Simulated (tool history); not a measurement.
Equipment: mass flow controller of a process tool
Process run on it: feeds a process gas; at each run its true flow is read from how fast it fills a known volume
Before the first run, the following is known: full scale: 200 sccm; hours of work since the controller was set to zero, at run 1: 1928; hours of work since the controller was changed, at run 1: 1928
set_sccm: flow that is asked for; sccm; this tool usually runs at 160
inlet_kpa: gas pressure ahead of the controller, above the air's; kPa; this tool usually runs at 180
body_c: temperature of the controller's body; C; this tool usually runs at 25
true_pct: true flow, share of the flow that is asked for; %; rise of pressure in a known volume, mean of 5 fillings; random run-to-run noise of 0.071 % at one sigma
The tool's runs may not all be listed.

run	hour	set_sccm	inlet_kpa	body_c	hours of work since the controller was set to zero	hours of work since the controller was changed	true_pct
1	0.0	160	180	25	1928	1928	99.76
2	127.5	160	180	25	1980	1980	99.68
3	312.7	160	180	25	2056	2056	99.64
4	475.9	160	180	25	2122	2122	99.51
5	641.3	160	180	25	2189	2189	99.43
6	750.4	160	184	25	2234	2234	99.45
7	842.8	35	180	25	2271	2271	98.33
8	1020.5	21	209	33	2344	2344	98.72
9	1137.2	21	209	33	2391	2391	98.67
10	1225.6	21	209	33	2427	2427	98.60
11	1395.2	21	165	39	2496	2496	99.24
12	1554.6	21	275	24	2561	2561	97.45
13	1664.9	130	275	24	2606	2606	98.39
14	1824.3	151	165	23	2671	2671	98.88

Each row is a separate what-if for the run after 14, all from the same tool condition, not one after another. Results?
A	1914.0	53	146	28	2707	2707	?
B	1914.0	35	239	35	2707	2707	?
C	1914.0	105	165	25	2707	2707	?

run	true_pct
A	98.56
B	98.61
C	98.56
With no hidden state in the tool, these same runs would have given:
run	true_pct
A	99.15
B	99.19
C	99.15

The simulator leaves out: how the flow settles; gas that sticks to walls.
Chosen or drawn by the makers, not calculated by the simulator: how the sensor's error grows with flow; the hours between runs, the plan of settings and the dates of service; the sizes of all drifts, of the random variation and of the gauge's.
